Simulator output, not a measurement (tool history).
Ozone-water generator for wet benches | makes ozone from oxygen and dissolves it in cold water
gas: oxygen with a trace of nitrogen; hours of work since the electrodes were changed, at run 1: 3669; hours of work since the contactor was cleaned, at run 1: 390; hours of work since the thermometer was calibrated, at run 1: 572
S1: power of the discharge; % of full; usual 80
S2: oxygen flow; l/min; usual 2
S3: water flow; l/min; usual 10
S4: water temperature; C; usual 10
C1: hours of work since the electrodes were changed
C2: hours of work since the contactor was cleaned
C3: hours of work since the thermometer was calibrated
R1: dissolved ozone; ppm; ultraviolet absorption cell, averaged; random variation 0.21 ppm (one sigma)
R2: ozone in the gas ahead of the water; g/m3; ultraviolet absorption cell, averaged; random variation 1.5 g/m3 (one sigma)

Run 1, hour 0: usual settings; C1 3669; C2 390; C3 572. Result: R1 30.6 ppm, R2 275.2 g/m3.
Run 2, hour 167.9: usual settings; C1 3796; C2 518; C3 700. Result: R1 30.5 ppm, R2 277.9 g/m3.
Run 3, hour 347.8: usual settings; C1 3933; C2 655; C3 837. Result: R1 30.5 ppm, R2 277.2 g/m3.
Run 4, hour 447.8: usual settings; C1 4010; C2 731; C3 913. Result: R1 30.3 ppm, R2 276.4 g/m3.
Run 5, hour 588.5: usual settings; C1 4117; C2 838; C3 1020. Result: R1 30.8 ppm, R2 274 g/m3.
Run 6, hour 704.2: usual settings; C1 4205; C2 926; C3 1108. Result: R1 30.5 ppm, R2 276.7 g/m3.
Run 7, hour 893.4: usual settings; C1 4349; C2 1070; C3 1252. Result: R1 30.6 ppm, R2 272.7 g/m3.
Run 8, hour 975.6: usual settings; C1 4412; C2 1133; C3 1315. Result: R1 30.5 ppm, R2 275.2 g/m3.
Run 9, hour 1100: usual settings but S1 58 % of full; C1 4506; C2 1228; C3 1410. Result: R1 23 ppm, R2 209.6 g/m3.
Run 10, hour 1221.7: usual settings but S2 1.62 l/min; C1 4599; C2 1320; C3 1502. Result: R1 29.4 ppm, R2 307.7 g/m3.
Run 11, hour 1403.2: usual settings but S2 1.62 l/min; C1 4737; C2 1459; C3 1641. Result: R1 29.3 ppm, R2 307.3 g/m3.
Run 12, hour 1513.6: usual settings; C1 4822; C2 1543; C3 1725. Result: R1 30.9 ppm, R2 273.7 g/m3.
Run 13, hour 1643.4: usual settings but S1 69 % of full; C1 4920; C2 1642; C3 1824. Result: R1 27 ppm, R2 241.9 g/m3.
Run 14, hour 1834.5: usual settings but S1 69 % of full; C1 5066; C2 1787; C3 1969. Result: R1 26.6 ppm, R2 237.1 g/m3.
Run 15, hour 2013.4: usual settings but S1 69 % of full; C1 5202; C2 1923; C3 2105. Result: R1 27.2 ppm, R2 240.6 g/m3.
Run 16, hour 2191.5: usual settings but S1 69 % of full, S2 1.79 l/min; C1 5338; C2 2059; C3 2241. Result: R1 26.1 ppm, R2 254.8 g/m3.
Run 17, hour 2375.4: usual settings but S1 69 % of full, S2 1.79 l/min; C1 5478; C2 2199; C3 2381. Result: R1 26.4 ppm, R2 255 g/m3.
Run 18, hour 2497.6: usual settings but S1 69 % of full, S2 1.79 l/min; C1 5571; C2 2292; C3 2474. Result: R1 26.6 ppm, R2 253.1 g/m3.
Run 19, hour 2582.7: usual settings but S1 69 % of full, S2 1.79 l/min, S4 6 C; C1 5636; C2 2357; C3 2539. Result: R1 27.3 ppm, R2 255.5 g/m3.
At hour 2662: water thermometer calibrated.
Run 20, hour 2742.3: usual settings but S1 82 % of full, S2 1.51 l/min, S3 9 l/min, S4 12 C; C1 5757; C2 2478; C3 61. Result: R1 32.5 ppm, R2 324.7 g/m3.
Run 21, hour 2877.5: usual settings but S1 82 % of full, S2 1.51 l/min, S3 9 l/min, S4 12 C; C1 5860; C2 2581; C3 164. Result: R1 32.4 ppm, R2 324 g/m3.
Run 22, hour 3062: usual settings but S1 82 % of full, S2 1.51 l/min, S3 9 l/min, S4 12 C; C1 6001; C2 2722; C3 305. Result: R1 32.3 ppm, R2 320 g/m3.
Run 23, hour 3160.9: usual settings but S1 55 % of full, S2 1.64 l/min, S3 7 l/min, S4 7 C; C1 6076; C2 2797; C3 380. Result: R1 30.3 ppm, R2 218.6 g/m3.
Run 24, hour 3320.7: usual settings but S1 75 % of full, S2 1.09 l/min, S4 8 C; C1 6198; C2 2919; C3 502. Result: R1 25.9 ppm, R2 360 g/m3.
Run 25, hour 3448.7: usual settings but S1 52 % of full, S2 2.02 l/min, S3 7 l/min, S4 7 C; C1 6295; C2 3016; C3 599. Result: R1 29.7 ppm, R2 185.2 g/m3.
Run 26, hour 3608.8: usual settings but S2 2.02 l/min, S3 7 l/min, S4 6 C; C1 6417; C2 3138; C3 721. Result: R1 43.8 ppm, R2 271.5 g/m3.
Run 27, hour 3765.4: usual settings but S4 7 C; C1 6536; C2 3258; C3 841. Result: R1 31.3 ppm, R2 268.3 g/m3.
Run 28, hour 3875.7: usual settings but S4 7 C; C1 6620; C2 3342; C3 925. Result: R1 31.8 ppm, R2 269.6 g/m3.
Run 29, hour 4029.2: usual settings but S4 7 C; C1 6737; C2 3459; C3 1041. Result: R1 31.4 ppm, R2 273.9 g/m3.
Run 30, hour 4183.6: usual settings but S2 2.86 l/min, S3 16 l/min; C1 6855; C2 3576; C3 1159. Result: R1 20.2 ppm, R2 225.1 g/m3.
Run 31, hour 4318.7: usual settings but S2 2.86 l/min, S3 16 l/min; C1 6958; C2 3679; C3 1262. Result: R1 20.2 ppm, R2 223.4 g/m3.
Run 32, hour 4404.3: usual settings but S2 2.86 l/min, S3 16 l/min; C1 7023; C2 3744; C3 1327. Result: R1 20.3 ppm, R2 223.3 g/m3.
Run 33, hour 4484.6: usual settings but S1 96 % of full, S2 2.86 l/min, S3 12 l/min; C1 7084; C2 3805; C3 1388. Result: R1 31.7 ppm, R2 260.7 g/m3.

Forecast each of these 3 alternatives for the next run:
Run A, hour 4570.6: usual settings but S3 7 l/min, S4 6 C; C1 7150; C2 3871; C3 1454. Result: R1 ?, R2 ?.
Run B, hour 4570.6: usual settings but S1 47 % of full, S2 2.86 l/min, S3 12 l/min, S4 16 C; C1 7150; C2 3871; C3 1454. Result: R1 ?, R2 ?.
Run C, hour 4570.6: usual settings but S2 2.38 l/min, S3 7 l/min, S4 7 C; C1 7150; C2 3871; C3 1454. Result: R1 ?, R2 ?.

run    R1     R2
  A  43.2  266.9
  B  15.5  139.7
  C    43  245.5
Without the tool's hidden state the same runs would have given:
run    R1     R2
  A  43.3  273.7
  B  15.5  143.1
  C  43.1  251.7

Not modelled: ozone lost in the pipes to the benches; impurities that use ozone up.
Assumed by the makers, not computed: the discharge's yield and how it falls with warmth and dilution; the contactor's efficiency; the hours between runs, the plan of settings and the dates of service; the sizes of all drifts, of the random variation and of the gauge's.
